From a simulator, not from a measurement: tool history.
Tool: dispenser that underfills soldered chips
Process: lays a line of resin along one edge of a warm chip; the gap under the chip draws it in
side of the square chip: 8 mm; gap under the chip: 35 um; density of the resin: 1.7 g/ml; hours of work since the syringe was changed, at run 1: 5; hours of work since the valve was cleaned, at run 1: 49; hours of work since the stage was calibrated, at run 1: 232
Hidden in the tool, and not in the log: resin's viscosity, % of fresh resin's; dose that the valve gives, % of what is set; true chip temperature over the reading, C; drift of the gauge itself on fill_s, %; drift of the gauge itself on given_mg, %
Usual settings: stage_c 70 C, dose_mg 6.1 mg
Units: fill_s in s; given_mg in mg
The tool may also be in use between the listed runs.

run   hour  stage_c  dose_mg  hours of work since the syringe was changed  hours of work since the valve was cleaned  hours of work since the stage was calibrated  fill_s  given_mg
  1      0       70      6.1                                            5                                         49                                           232    40.5       5.8
       2.1  -- new syringe of resin
  2      9       70      6.1                                            5                                         55                                           238    39.1      5.79
      11.6  -- new syringe of resin
  3   15.2       70      6.1                                            2                                         59                                           242    32.3      5.79
  4   19.9       70      6.1                                            6                                         62                                           245    43.9      5.73
        21  -- new syringe of resin
  5   24.9       70      6.1                                            3                                         65                                           248    33.2      5.72
      30.4  -- new syringe of resin
  6   32.6       70      6.1                                            2                                         70                                           253    31.1      5.64
      39.9  -- new syringe of resin
  7   42.8       70      6.1                                            2                                         77                                           260    30.4      5.65
      49.4  -- new syringe of resin
  8   52.9       70     6.46                                            2                                         83                                           267    32.6      5.97
      59.4  -- new syringe of resin
  9   63.3       70     6.46                                            3                                         90                                           274    33.6      5.88
      66.2  -- dispensing valve cleaned and set on the balance
      69.9  -- new syringe of resin
 10   74.3       63      7.2                                            3                                          5                                           280    46.8      7.15
 11   78.6       63      7.2                                            6                                          8                                           283    58.4      7.17
      79.7  -- new syringe of resin
 12   86.9       57      6.1                                            5                                         14                                           288    72.6      6.01
      89.1  -- new syringe of resin
 13   93.6       60      6.1                                            3                                         18                                           293      52      6.02
      98.8  -- new syringe of resin
 14  101.1       72     6.17                                            2                                         23                                           298    27.4      6.04
     107.9  -- new syringe of resin
 15  107.9       72     6.17                                            0                                         27                                           302    24.2      6.02
 16  116.5       65     7.64                                            6                                         33                                           308    53.2      7.43
     117.7  -- new syringe of resin
 17  124.2       65     7.64                                            4                                         38                                           313    45.2      7.38

4 ways to go on from here, each from the tool as it stands after run 17. What would each give?
     126.9  -- new syringe of resin
  A  133.3       81     5.95                                            4                                         44                                           319       ?         ?
     126.9  -- new syringe of resin
  B  133.3       80     7.31                                            4                                         44                                           319       ?         ?
     126.9  -- new syringe of resin
  C  133.3       84     7.85                                            4                                         44                                           319       ?         ?
     126.9  -- new syringe of resin
  D  133.3       70     6.94                                            4                                         44                                           319       ?         ?

run  fill_s  given_mg
  A    24.2      5.75
  B    25.4      7.07
  C    21.4      7.55
  D      38      6.68
Without the tool's hidden state the same runs would have given:
run  fill_s  given_mg
  A    16.9      5.97
  B      18      7.34
  C    15.2      7.84
  D    26.8      6.94
